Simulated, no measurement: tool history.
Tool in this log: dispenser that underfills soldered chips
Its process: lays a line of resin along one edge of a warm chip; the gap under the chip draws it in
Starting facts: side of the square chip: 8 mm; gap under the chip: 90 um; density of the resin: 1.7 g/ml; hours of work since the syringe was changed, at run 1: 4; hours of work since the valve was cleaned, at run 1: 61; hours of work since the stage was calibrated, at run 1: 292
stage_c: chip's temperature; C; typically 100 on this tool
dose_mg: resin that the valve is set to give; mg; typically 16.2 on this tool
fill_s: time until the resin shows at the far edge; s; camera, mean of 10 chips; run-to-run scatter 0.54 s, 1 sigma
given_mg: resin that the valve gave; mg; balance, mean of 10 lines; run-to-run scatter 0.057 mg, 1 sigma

run	hour	stage_c	dose_mg	hours of work since the syringe was changed	hours of work since the valve was cleaned	hours of work since the stage was calibrated	fill_s	given_mg
1	0.0	100	16.2	4	61	292	57.3	15.48
# hour 2.7: new syringe of resin
# hour 11.1: new syringe of resin
2	12.9	100	19.5	1	69	300	45.8	18.68
# hour 19.6: new syringe of resin
3	20.0	100	16.2	0	74	305	42.9	15.40
# hour 27.8: new syringe of resin
4	28.7	100	16.2	1	80	311	44.2	15.37
# hour 36.0: new syringe of resin
5	36.6	100	16.2	0	85	316	42.6	15.39
# hour 44.5: new syringe of resin
6	44.5	100	16.2	0	90	321	42.3	15.29
# hour 53.0: new syringe of resin
7	53.0	100	16.2	0	96	327	41.4	15.23
# hour 54.6: dispensing valve cleaned and set on the balance
8	60.7	100	16.2	5	4	331	57.7	16.15
# hour 62.9: new syringe of resin
# hour 71.1: new syringe of resin
9	73.7	100	16.2	2	13	340	48.9	16.15
# hour 79.5: new syringe of resin
10	82.4	100	17.7	2	19	346	47.6	17.49
# hour 87.7: new syringe of resin
11	89.5	100	17.7	1	23	350	43.2	17.44
# hour 95.9: new syringe of resin
12	98.9	104	16.0	2	30	357	40.5	15.87
# hour 105.0: new syringe of resin
13	106.1	104	16.0	1	34	361	36.9	15.70
# hour 113.9: new syringe of resin
14	114.2	108	16.2	0	40	367	28.7	15.73
# hour 122.0: new syringe of resin
15	128.2	106	15.6	4	49	376	43.7	15.09
# hour 130.7: new syringe of resin
16	136.9	106	15.6	4	55	382	43.4	15.15
# hour 139.2: new syringe of resin
17	143.8	98	13.9	3	60	387	57.9	13.42
# hour 147.7: new syringe of resin
18	151.5	108	20.7	3	65	392	35.0	19.67
# hour 155.9: new syringe of resin
# hour 164.2: new syringe of resin
19	164.6	111	13.9	0	73	400	26.4	13.14
# hour 173.2: new syringe of resin
20	178.4	107	15.4	4	83	410	39.9	14.49
# hour 181.7: new syringe of resin
# hour 189.8: new syringe of resin
21	189.8	107	15.4	0	90	417	30.0	14.30

Here are 4 independent what-if runs from the current tool condition. What would each one return?
A	197.2	89	16.2	5	95	422	?	?
B	197.2	110	17.5	5	95	422	?	?
C	197.2	105	17.7	5	95	422	?	?
D	197.2	96	15.2	5	95	422	?	?

run	fill_s	given_mg
A	96.9	15.17
B	38.0	16.34
C	45.8	16.61
D	71.1	14.24
With no hidden state in the tool, these same runs would have given:
run	fill_s	given_mg
A	74.1	16.19
B	28.9	17.44
C	34.8	17.73
D	54.1	15.19

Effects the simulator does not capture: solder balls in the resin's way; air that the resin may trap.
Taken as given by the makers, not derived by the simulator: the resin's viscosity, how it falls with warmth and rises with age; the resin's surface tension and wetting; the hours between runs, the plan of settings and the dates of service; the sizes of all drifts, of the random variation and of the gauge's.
